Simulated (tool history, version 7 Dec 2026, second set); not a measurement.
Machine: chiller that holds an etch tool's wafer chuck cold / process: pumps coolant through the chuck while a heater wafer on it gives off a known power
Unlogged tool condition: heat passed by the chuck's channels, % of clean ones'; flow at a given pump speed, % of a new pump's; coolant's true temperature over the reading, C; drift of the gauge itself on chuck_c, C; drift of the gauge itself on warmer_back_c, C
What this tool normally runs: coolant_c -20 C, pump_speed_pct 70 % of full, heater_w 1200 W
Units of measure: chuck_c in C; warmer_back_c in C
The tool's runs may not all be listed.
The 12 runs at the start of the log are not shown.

| run | hour | coolant_c | pump_speed_pct | heater_w | hours since the coolant was changed and the channels were flushed | hours since the pump was overhauled | hours since the chiller's thermometer was calibrated | chuck_c | warmer_back_c |
|---|---|---|---|---|---|---|---|---|---|
| 13 | 963.1 | -20 | 70 | 1200 | 4674 | 3691 | 301 | -9.3 | 3.45 |
| 14 | 1037.5 | -20 | 70 | 1200 | 4749 | 3765 | 375 | -9.2 | 3.51 |
|  | 1070.2 | chiller's thermometer calibrated, once more |
| 15 | 1125.7 | -20 | 70 | 1200 | 4836 | 3853 | 56 | -9.5 | 3.50 |
| 16 | 1168.5 | -20 | 70 | 1200 | 4879 | 3895 | 98 | -9.3 | 3.47 |
| 17 | 1239.6 | -20 | 70 | 1200 | 4950 | 3966 | 169 | -9.3 | 3.44 |
| 18 | 1325.3 | -15 | 83 | 1572 | 5035 | 4052 | 255 | -2.9 | 3.87 |
| 19 | 1378.5 | -18 | 83 | 1006 | 5089 | 4105 | 308 | -10.4 | 2.45 |
| 20 | 1439.5 | -13 | 84 | 1259 | 5150 | 4166 | 369 | -3.3 | 3.04 |
| 21 | 1522.9 | -13 | 84 | 1259 | 5233 | 4250 | 453 | -3.1 | 3.07 |
| 22 | 1582.2 | -19 | 70 | 1200 | 5292 | 4309 | 512 | -8.2 | 3.48 |
| 23 | 1684.9 | -19 | 66 | 664 | 5395 | 4412 | 615 | -12.6 | 2.08 |
| 24 | 1784.0 | -28 | 67 | 1151 | 5494 | 4511 | 714 | -17.1 | 3.55 |
| 25 | 1842.4 | -23 | 70 | 968 | 5552 | 4569 | 772 | -14.3 | 2.83 |
| 26 | 1919.5 | -11 | 70 | 1771 | 5630 | 4646 | 849 | 5.1 | 5.25 |
| 27 | 1979.3 | -20 | 95 | 827 | 5689 | 4706 | 909 | -14.3 | 1.74 |
| 28 | 2052.8 | -25 | 95 | 729 | 5763 | 4780 | 983 | -19.8 | 1.58 |
| 29 | 2145.0 | -23 | 78 | 817 | 5855 | 4872 | 1075 | -16.0 | 2.09 |
| 30 | 2195.2 | -20 | 67 | 1355 | 5905 | 4922 | 1125 | -7.2 | 4.17 |
| 31 | 2263.6 | -20 | 67 | 1355 | 5974 | 4990 | 1193 | -7.2 | 4.21 |
| 32 | 2361.6 | -14 | 99 | 1678 | 6072 | 5088 | 1291 | -2.7 | 3.46 |
| 33 | 2464.6 | -14 | 99 | 1678 | 6175 | 5192 | 1394 | -2.5 | 3.47 |

What if the next run were any one of these 3? Each begins from the tool's condition after run 33:
| A | 2569.7 | -14 | 99 | 1220 | 6280 | 5297 | 1499 | ? | ? |
| B | 2569.7 | -15 | 70 | 753 | 6280 | 5297 | 1499 | ? | ? |
| C | 2569.7 | -19 | 82 | 1649 | 6280 | 5297 | 1499 | ? | ? |

| run | chuck_c | warmer_back_c |
|---|---|---|
| A | -5.7 | 2.56 |
| B | -8.0 | 2.25 |
| C | -5.8 | 4.18 |
Stripped of hidden state, with their random variation kept, the same runs would have yielded:
| run | chuck_c | warmer_back_c |
|---|---|---|
| A | -7.0 | 2.38 |
| B | -9.1 | 2.10 |
| C | -7.7 | 3.89 |
